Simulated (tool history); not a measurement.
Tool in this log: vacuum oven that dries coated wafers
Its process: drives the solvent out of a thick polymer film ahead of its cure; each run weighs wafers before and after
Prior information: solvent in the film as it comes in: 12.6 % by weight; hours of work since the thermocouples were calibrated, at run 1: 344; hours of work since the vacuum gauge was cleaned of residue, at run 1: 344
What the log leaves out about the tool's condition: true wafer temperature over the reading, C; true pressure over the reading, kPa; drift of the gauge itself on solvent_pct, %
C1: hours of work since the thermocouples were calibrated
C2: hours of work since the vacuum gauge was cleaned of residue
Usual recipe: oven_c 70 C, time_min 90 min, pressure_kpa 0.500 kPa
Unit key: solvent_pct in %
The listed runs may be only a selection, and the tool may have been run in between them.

Run 1, hour 0.0: usual settings; C1 344; C2 344. Result: solvent_pct 2.00 %.
Run 2, hour 28.5: usual settings; C1 362; C2 362. Result: solvent_pct 2.01 %.
Run 3, hour 70.4: usual settings but pressure_kpa 0.258 kPa; C1 388; C2 388. Result: solvent_pct 1.79 %.
Run 4, hour 127.2: usual settings but pressure_kpa 0.258 kPa; C1 423; C2 423. Result: solvent_pct 1.80 %.
Run 5, hour 176.1: usual settings but pressure_kpa 0.258 kPa; C1 453; C2 453. Result: solvent_pct 1.81 %.
Run 6, hour 237.4: usual settings but oven_c 83 C; C1 491; C2 491. Result: solvent_pct 0.39 %.
Run 7, hour 295.1: usual settings but oven_c 83 C; C1 526; C2 526. Result: solvent_pct 0.40 %.
Run 8, hour 343.1: usual settings but oven_c 83 C; C1 556; C2 556. Result: solvent_pct 0.38 %.
Run 9, hour 376.8: usual settings; C1 577; C2 577. Result: solvent_pct 1.97 %.
Run 10, hour 438.8: usual settings; C1 615; C2 615. Result: solvent_pct 1.90 %.
Run 11, hour 498.4: usual settings; C1 652; C2 652. Result: solvent_pct 1.95 %.
Run 12, hour 545.3: usual settings; C1 681; C2 681. Result: solvent_pct 1.88 %.
Run 13, hour 588.7: usual settings; C1 708; C2 708. Result: solvent_pct 1.93 %.
Run 14, hour 627.0: usual settings; C1 731; C2 731. Result: solvent_pct 1.93 %.
Run 15, hour 681.8: usual settings; C1 765; C2 765. Result: solvent_pct 1.87 %.
Run 16, hour 725.1: usual settings; C1 792; C2 792. Result: solvent_pct 1.91 %.
Run 17, hour 756.9: usual settings; C1 812; C2 812. Result: solvent_pct 1.88 %.
Run 18, hour 798.8: usual settings but pressure_kpa 0.490 kPa; C1 838; C2 838. Result: solvent_pct 1.88 %.
Run 19, hour 855.3: usual settings but pressure_kpa 0.490 kPa; C1 872; C2 872. Result: solvent_pct 1.87 %.
Run 20, hour 895.7: usual settings but pressure_kpa 0.490 kPa; C1 897; C2 897. Result: solvent_pct 1.86 %.
Run 21, hour 939.4: usual settings but pressure_kpa 0.490 kPa; C1 924; C2 924. Result: solvent_pct 1.85 %.
Run 22, hour 981.7: usual settings but pressure_kpa 0.490 kPa; C1 951; C2 951. Result: solvent_pct 1.85 %.
Run 23, hour 1042.7: usual settings but pressure_kpa 0.490 kPa; C1 988; C2 988. Result: solvent_pct 1.84 %.
Run 24, hour 1094.5: usual settings but oven_c 69 C; C1 1020; C2 1020. Result: solvent_pct 2.07 %.
Run 25, hour 1156.4: usual settings but pressure_kpa 1.210 kPa; C1 1058; C2 1058. Result: solvent_pct 2.38 %.
Run 26, hour 1186.9: usual settings but oven_c 62 C, time_min 116 min, pressure_kpa 0.430 kPa; C1 1077; C2 1077. Result: solvent_pct 3.25 %.
Run 27, hour 1249.3: usual settings but oven_c 61 C, time_min 82 min, pressure_kpa 0.680 kPa; C1 1116; C2 1116. Result: solvent_pct 4.95 %.
Run 28, hour 1294.7: usual settings but time_min 123 min, pressure_kpa 0.699 kPa; C1 1144; C2 1144. Result: solvent_pct 1.31 %.
Run 29, hour 1334.6: usual settings but time_min 127 min, pressure_kpa 0.279 kPa; C1 1168; C2 1168. Result: solvent_pct 0.91 %.
Run 30, hour 1380.0: usual settings but time_min 127 min, pressure_kpa 0.279 kPa; C1 1197; C2 1197. Result: solvent_pct 0.90 %.
Run 31, hour 1433.8: usual settings but oven_c 74 C, time_min 100 min, pressure_kpa 0.279 kPa; C1 1230; C2 1230. Result: solvent_pct 0.75 %.
Run 32, hour 1475.3: usual settings but oven_c 74 C, time_min 100 min, pressure_kpa 0.279 kPa; C1 1255; C2 1255. Result: solvent_pct 0.71 %.
Run 33, hour 1506.3: usual settings but oven_c 74 C, time_min 100 min, pressure_kpa 0.279 kPa; C1 1275; C2 1275. Result: solvent_pct 0.75 %.
Run 34, hour 1545.7: usual settings but oven_c 74 C, time_min 100 min, pressure_kpa 0.719 kPa; C1 1299; C2 1299. Result: solvent_pct 1.01 %.
Run 35, hour 1599.1: usual settings but oven_c 74 C, time_min 100 min, pressure_kpa 0.719 kPa; C1 1332; C2 1332. Result: solvent_pct 1.05 %.
Run 36, hour 1646.7: usual settings but time_min 46 min; C1 1361; C2 1361. Result: solvent_pct 3.78 %.
Run 37, hour 1686.8: usual settings but oven_c 64 C, time_min 46 min, pressure_kpa 1.641 kPa; C1 1386; C2 1386. Result: solvent_pct 6.43 %.
Run 38, hour 1735.6: usual settings but oven_c 77 C; C1 1416; C2 1416. Result: solvent_pct 0.68 %.
Run 39, hour 1798.0: usual settings but oven_c 77 C, time_min 105 min, pressure_kpa 0.752 kPa; C1 1455; C2 1455. Result: solvent_pct 0.75 %.
At hour 1832.7: vacuum gauge cleaned of residue and calibrated.
At hour 1844.9: oven's thermocouples calibrated.
Run 40, hour 1846.0: usual settings but oven_c 61 C, time_min 158 min; C1 1; C2 7. Result: solvent_pct 2.99 %.
Run 41, hour 1894.9: usual settings but oven_c 61 C, time_min 157 min, pressure_kpa 0.352 kPa; C1 31; C2 37. Result: solvent_pct 2.85 %.
Run 42, hour 1944.2: usual settings but oven_c 61 C, time_min 157 min, pressure_kpa 0.352 kPa; C1 61; C2 68. Result: solvent_pct 2.83 %.
Run 43, hour 1997.6: usual settings but oven_c 60 C, time_min 55 min, pressure_kpa 1.692 kPa; C1 94; C2 101. Result: solvent_pct 7.65 %.
Run 44, hour 2037.6: usual settings but oven_c 63 C, time_min 138 min, pressure_kpa 0.368 kPa; C1 119; C2 125. Result: solvent_pct 2.59 %.
Run 45, hour 2089.8: usual settings but oven_c 63 C, time_min 56 min, pressure_kpa 0.368 kPa; C1 151; C2 158. Result: solvent_pct 5.79 %.
Run 46, hour 2123.3: usual settings but oven_c 77 C, time_min 54 min, pressure_kpa 0.487 kPa; C1 172; C2 178. Result: solvent_pct 1.76 %.

Predict each of these 4 candidate next runs independently; none follows another, all start after run 46:
Run A, hour 2166.2: usual settings but oven_c 66 C, time_min 87 min, pressure_kpa 1.137 kPa; C1 198; C2 205. Result: solvent_pct ?.
Run B, hour 2166.2: usual settings but pressure_kpa 1.903 kPa; C1 198; C2 205. Result: solvent_pct ?.
Run C, hour 2166.2: usual settings but time_min 47 min; C1 198; C2 205. Result: solvent_pct ?.
Run D, hour 2166.2: usual settings but time_min 109 min; C1 198; C2 205. Result: solvent_pct ?.

run  solvent_pct
  A         3.91
  B         3.21
  C         4.28
  D         1.57
The same runs, with their run-to-run variation unchanged, on a tool lacking any hidden condition would have given:
run  solvent_pct
  A         4.03
  B         3.31
  C         4.39
  D         1.64
